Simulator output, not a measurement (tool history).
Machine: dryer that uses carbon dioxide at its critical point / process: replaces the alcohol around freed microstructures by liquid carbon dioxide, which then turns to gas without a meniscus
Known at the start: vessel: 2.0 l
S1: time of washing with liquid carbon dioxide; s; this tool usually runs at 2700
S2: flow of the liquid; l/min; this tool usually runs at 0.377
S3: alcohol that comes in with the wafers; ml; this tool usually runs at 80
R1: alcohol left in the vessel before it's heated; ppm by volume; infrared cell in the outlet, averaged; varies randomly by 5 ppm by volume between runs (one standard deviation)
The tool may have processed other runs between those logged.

{"run": 1, "day": 0.0, "S1": 2700, "S2": 0.377, "S3": 80, "R1": 41}
{"run": 2, "day": 0.312, "S1": 2700, "S2": 0.377, "S3": 80, "R1": 50}
{"run": 3, "day": 0.725, "S1": 2700, "S2": 0.377, "S3": 80, "R1": 53}
{"run": 4, "day": 1.038, "S1": 2700, "S2": 0.377, "S3": 80, "R1": 51}
{"run": 5, "day": 1.317, "S1": 2700, "S2": 0.425, "S3": 80, "R1": 32}
{"run": 6, "day": 1.7, "S1": 2700, "S2": 0.425, "S3": 80, "R1": 36}
{"run": 7, "day": 2.042, "S1": 2700, "S2": 0.377, "S3": 20, "R1": 29}
{"run": 8, "day": 2.325, "S1": 2700, "S2": 0.377, "S3": 80, "R1": 50}
{"run": 9, "day": 2.658, "S1": 4260, "S2": 0.377, "S3": 80, "R1": 22}
{"run": 10, "day": 2.988, "S1": 4260, "S2": 0.377, "S3": 80, "R1": 26}
{"run": 11, "day": 3.396, "S1": 3360, "S2": 0.357, "S3": 26, "R1": 16}
{"run": 12, "day": 3.871, "S1": 1800, "S2": 0.377, "S3": 56, "R1": 249}
{"run": 13, "day": 4.183, "S1": 2700, "S2": 0.397, "S3": 38, "R1": 27}
{"run": 14, "day": 4.708, "S1": 3120, "S2": 0.527, "S3": 57, "R1": 23}
{"run": 15, "day": 5.033, "S1": 3120, "S2": 0.527, "S3": 57, "R1": 28}
{"run": 16, "day": 5.458, "S1": 1920, "S2": 0.276, "S3": 64, "R1": 816}
{"run": 17, "day": 5.908, "S1": 1980, "S2": 0.377, "S3": 22, "R1": 80}
{"run": 18, "day": 6.142, "S1": 1980, "S2": 0.377, "S3": 22, "R1": 66}
{"run": 19, "day": 6.483, "S1": 1980, "S2": 0.377, "S3": 22, "R1": 80}

Alternative continuations, all from the tool just after run 19; predict every row:
{"run": "A", "day": 6.762, "S1": 1980, "S2": 0.51, "S3": 22, "R1": "?"}
{"run": "B", "day": 6.762, "S1": 3000, "S2": 0.377, "S3": 80, "R1": "?"}
{"run": "C", "day": 6.762, "S1": 2700, "S2": 0.377, "S3": 27, "R1": "?"}
{"run": "D", "day": 6.762, "S1": 2820, "S2": 0.491, "S3": 23, "R1": "?"}

run=A R1=28
run=B R1=33
run=C R1=34
run=D R1=28
With no hidden state in the tool, these same runs would have given:
run=A R1=8
run=B R1=12
run=C R1=12
run=D R1=8

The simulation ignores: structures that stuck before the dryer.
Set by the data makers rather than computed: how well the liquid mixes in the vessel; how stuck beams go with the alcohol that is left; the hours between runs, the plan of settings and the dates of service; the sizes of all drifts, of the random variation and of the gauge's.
